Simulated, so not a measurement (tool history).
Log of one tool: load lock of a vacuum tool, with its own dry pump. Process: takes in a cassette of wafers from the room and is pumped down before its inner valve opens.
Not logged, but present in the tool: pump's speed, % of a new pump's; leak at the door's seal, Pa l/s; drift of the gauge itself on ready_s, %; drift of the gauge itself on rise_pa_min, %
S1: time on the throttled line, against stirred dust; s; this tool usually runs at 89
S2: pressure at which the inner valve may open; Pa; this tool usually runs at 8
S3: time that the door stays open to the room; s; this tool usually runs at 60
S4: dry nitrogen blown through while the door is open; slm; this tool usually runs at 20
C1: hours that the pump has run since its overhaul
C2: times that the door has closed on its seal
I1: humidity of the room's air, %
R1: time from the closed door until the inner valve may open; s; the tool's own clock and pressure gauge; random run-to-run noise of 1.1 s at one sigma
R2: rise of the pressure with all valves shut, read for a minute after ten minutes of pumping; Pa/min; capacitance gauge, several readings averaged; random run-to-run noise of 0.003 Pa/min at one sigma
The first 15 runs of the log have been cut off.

{"run": 16, "day": 209.462, "S1": 65, "S2": 8, "S3": 60, "S4": 20, "C1": 4864, "C2": 19808, "I1": 44.0, "R1": 182.6, "R2": 0.015}
{"run": 17, "day": 227.433, "S1": 121, "S2": 13, "S3": 63, "S4": 21, "C1": 5295, "C2": 21422, "I1": 47.7, "R1": 214.2, "R2": 0.017}
{"run": 18, "day": 243.6, "S1": 121, "S2": 13, "S3": 63, "S4": 21, "C1": 5683, "C2": 22874, "I1": 46.6, "R1": 216.7, "R2": 0.018}
{"run": 19, "day": 261.742, "S1": 121, "S2": 13, "S3": 63, "S4": 21, "C1": 6119, "C2": 24504, "I1": 44.5, "R1": 212.3, "R2": 0.009}
{"run": 20, "day": 270.554, "S1": 89, "S2": 8, "S3": 60, "S4": 20, "C1": 6330, "C2": 25296, "I1": 46.0, "R1": 199.2, "R2": 0.016}
{"run": 21, "day": 287.271, "S1": 66, "S2": 8, "S3": 60, "S4": 20, "C1": 6732, "C2": 26798, "I1": 44.9, "R1": 181.9, "R2": 0.01}
{"run": 22, "day": 302.304, "S1": 66, "S2": 14, "S3": 60, "S4": 22, "C1": 7092, "C2": 28148, "I1": 44.4, "R1": 172.4, "R2": 0.012}
{"run": 23, "day": 316.275, "S1": 89, "S2": 12, "S3": 60, "S4": 28, "C1": 7428, "C2": 29403, "I1": 44.2, "R1": 191.9, "R2": 0.015}
{"run": 24, "day": 328.55, "S1": 108, "S2": 12, "S3": 65, "S4": 20, "C1": 7722, "C2": 30506, "I1": 41.6, "R1": 207.5, "R2": 0.015}
{"run": 25, "day": 339.225, "S1": 108, "S2": 12, "S3": 65, "S4": 20, "C1": 7978, "C2": 31465, "I1": 45.1, "R1": 206.3, "R2": 0.015}
{"run": 26, "day": 352.579, "S1": 108, "S2": 12, "S3": 65, "S4": 20, "C1": 8299, "C2": 32665, "I1": 47.0, "R1": 207.9, "R2": 0.014}
{"run": 27, "day": 363.825, "S1": 108, "S2": 12, "S3": 65, "S4": 20, "C1": 8569, "C2": 33675, "I1": 45.3, "R1": 206.3, "R2": 0.009}
{"run": 28, "day": 377.304, "S1": 108, "S2": 10, "S3": 65, "S4": 16, "C1": 8892, "C2": 34886, "I1": 47.1, "R1": 208.5, "R2": 0.018}
{"run": 29, "day": 390.967, "S1": 102, "S2": 8, "S3": 60, "S4": 15, "C1": 9220, "C2": 36114, "I1": 47.2, "R1": 208.8, "R2": 0.012}
{"run": 30, "day": 404.829, "S1": 102, "S2": 8, "S3": 60, "S4": 15, "C1": 9553, "C2": 37359, "I1": 44.1, "R1": 207.0, "R2": 0.018}
{"run": 31, "day": 415.183, "S1": 89, "S2": 8, "S3": 60, "S4": 4, "C1": 9801, "C2": 38289, "I1": 43.4, "R1": 200.4, "R2": 0.024}

Alternative continuations, all from the tool just after run 31; predict every row:
{"run": "A", "day": 432.854, "S1": 89, "S2": 15, "S3": 60, "S4": 20, "C1": 10225, "C2": 39876, "I1": 44.6, "R1": "?", "R2": "?"}
{"run": "B", "day": 432.854, "S1": 112, "S2": 8, "S3": 60, "S4": 8, "C1": 10225, "C2": 39876, "I1": 42.8, "R1": "?", "R2": "?"}
{"run": "C", "day": 432.854, "S1": 89, "S2": 6, "S3": 60, "S4": 20, "C1": 10225, "C2": 39876, "I1": 46.6, "R1": "?", "R2": "?"}
{"run": "D", "day": 432.854, "S1": 89, "S2": 7, "S3": 50, "S4": 25, "C1": 10225, "C2": 39876, "I1": 42.9, "R1": "?", "R2": "?"}
{"run": "E", "day": 432.854, "S1": 55, "S2": 7, "S3": 60, "S4": 19, "C1": 10225, "C2": 39876, "I1": 44.5, "R1": "?", "R2": "?"}

run=A R1=190.8 R2=0.019
run=B R1=218.3 R2=0.018
run=C R1=202.4 R2=0.011
run=D R1=200.0 R2=0.009
run=E R1=178.4 R2=0.014
Had the tool no hidden state, the same runs would have come out as:
run=A R1=190.8 R2=0.017
run=B R1=218.2 R2=0.017
run=C R1=202.3 R2=0.009
run=D R1=200.0 R2=0.008
run=E R1=178.3 R2=0.012

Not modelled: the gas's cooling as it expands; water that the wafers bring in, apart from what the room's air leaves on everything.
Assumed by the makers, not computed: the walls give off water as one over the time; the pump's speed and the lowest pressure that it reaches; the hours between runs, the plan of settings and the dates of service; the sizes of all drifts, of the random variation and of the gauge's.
